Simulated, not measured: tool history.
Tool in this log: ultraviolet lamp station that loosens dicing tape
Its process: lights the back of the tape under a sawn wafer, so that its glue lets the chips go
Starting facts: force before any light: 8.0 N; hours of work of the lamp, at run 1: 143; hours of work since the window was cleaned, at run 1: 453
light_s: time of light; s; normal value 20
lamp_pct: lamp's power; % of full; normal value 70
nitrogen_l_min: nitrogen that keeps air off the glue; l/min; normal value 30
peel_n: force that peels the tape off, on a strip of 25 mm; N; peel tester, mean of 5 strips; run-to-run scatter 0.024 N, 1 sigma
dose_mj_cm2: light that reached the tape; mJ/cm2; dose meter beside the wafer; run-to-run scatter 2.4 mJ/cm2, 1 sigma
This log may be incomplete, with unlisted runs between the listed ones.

| run | hour | light_s | lamp_pct | nitrogen_l_min | hours of work of the lamp | hours of work since the window was cleaned | peel_n | dose_mj_cm2 |
|---|---|---|---|---|---|---|---|---|
| 1 | 0 | 20 | 70 | 30 | 143 | 453 | 1.632 | 213 |
| 2 | 17.5 | 20 | 70 | 30 | 154 | 464 | 1.64 | 212 |
| 3 | 52.9 | 20 | 70 | 30 | 177 | 486 | 1.583 | 209 |
| 4 | 89.2 | 20 | 70 | 30 | 200 | 509 | 1.698 | 213 |
| 5 | 119 | 20 | 70 | 30 | 218 | 528 | 1.673 | 209 |
| 6 | 145.5 | 11 | 70 | 30 | 235 | 545 | 3.219 | 112 |
| 7 | 177.1 | 11 | 70 | 30 | 255 | 565 | 3.567 | 117 |
| 8 | 192.5 | 20 | 70 | 30 | 265 | 574 | 1.746 | 201 |
| 9 | 220.3 | 20 | 70 | 30 | 282 | 592 | 1.827 | 199 |
|  | 222.8 | window cleaned of glue's vapour |
| 10 | 235.5 | 12 | 62 | 30 | 291 | 8 | 3.751 | 101 |

Predict the results of run 11:
| 11 | 253.6 | 14 | 64 | 30 | 303 | 19 | ? | ? |

peel_n: 3.246 N
dose_mj_cm2: 121 mJ/cm2
Take away the tool's hidden state, keep the run-to-run variation as it was, and the same run would have given peel_n 2.27 N, dose_mj_cm2 170 mJ/cm2.

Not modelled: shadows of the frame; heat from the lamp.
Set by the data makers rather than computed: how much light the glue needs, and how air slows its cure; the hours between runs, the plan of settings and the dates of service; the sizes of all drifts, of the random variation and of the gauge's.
